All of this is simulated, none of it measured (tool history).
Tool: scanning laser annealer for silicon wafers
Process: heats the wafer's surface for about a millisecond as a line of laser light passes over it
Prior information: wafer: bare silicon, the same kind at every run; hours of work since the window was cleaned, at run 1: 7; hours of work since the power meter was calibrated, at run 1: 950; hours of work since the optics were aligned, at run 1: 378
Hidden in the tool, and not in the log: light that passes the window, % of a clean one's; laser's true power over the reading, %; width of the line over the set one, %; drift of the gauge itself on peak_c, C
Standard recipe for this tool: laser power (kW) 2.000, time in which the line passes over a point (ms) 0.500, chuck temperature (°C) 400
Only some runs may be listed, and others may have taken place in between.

run,hour,laser power (kW),time in which the line passes over a point (ms),chuck temperature (°C),hours of work since the window was cleaned,hours of work since the power meter was calibrated,hours of work since the optics were aligned,highest temperature of the surface (°C)
1,0.0,2.000,0.500,400,7,950,378,1167
2,52.5,2.000,0.500,400,32,975,403,1169
3,118.9,2.000,0.500,400,63,1006,434,1165
4,158.5,2.069,0.500,400,82,1025,453,1194
5,214.5,2.000,0.514,400,108,1051,479,1169
6,255.0,2.000,0.514,400,127,1070,499,1163
7,294.7,2.000,0.514,400,146,1089,517,1160
8,356.7,2.000,0.500,400,175,1118,546,1148
9,419.3,2.000,0.500,400,205,1148,576,1145
10,484.4,2.000,0.500,400,235,1178,607,1142
11,530.5,2.000,0.500,400,257,1200,628,1142
12,597.4,2.000,0.500,400,289,1232,660,1134
13,627.2,2.000,0.500,400,303,1246,674,1129
14,666.2,2.000,0.500,400,321,1264,692,1130
15,720.1,2.000,0.500,400,347,1289,718,1127
16,761.8,2.000,0.500,400,366,1309,737,1127
# hour 820.0: window over the wafer cleaned
17,828.6,2.000,0.500,400,4,1340,768,1165
18,874.6,2.000,0.500,400,26,1361,790,1157
19,924.6,2.000,0.500,400,49,1385,813,1157
20,963.0,2.000,0.500,400,67,1403,831,1152
# hour 971.1: optics aligned, line set to its width
21,1023.7,2.000,0.363,366,94,1429,25,1020
22,1082.0,2.000,0.398,428,121,1457,52,1106
23,1143.5,1.819,0.432,418,150,1486,81,1040
24,1201.5,1.819,0.432,418,177,1513,109,1039
25,1243.0,2.156,0.500,400,197,1533,128,1221
26,1278.6,2.000,0.439,400,214,1549,145,1101
27,1327.9,2.000,0.439,400,237,1572,168,1097
28,1370.5,2.000,0.439,400,257,1593,188,1096
29,1409.8,2.000,0.379,430,276,1611,207,1080
30,1442.2,2.000,0.379,430,291,1626,222,1078
31,1482.9,2.116,0.362,431,310,1646,241,1105
32,1521.6,2.000,0.500,391,328,1664,259,1118

Predict the results of run 33:
33,1569.8,2.156,0.364,384,351,1686,282,?

Run 33 produced highest temperature of the surface (°C) 1072.
Take away the tool's hidden state, keep the run-to-run variation as it was, and the same run would have given highest temperature of the surface (°C) 1121.

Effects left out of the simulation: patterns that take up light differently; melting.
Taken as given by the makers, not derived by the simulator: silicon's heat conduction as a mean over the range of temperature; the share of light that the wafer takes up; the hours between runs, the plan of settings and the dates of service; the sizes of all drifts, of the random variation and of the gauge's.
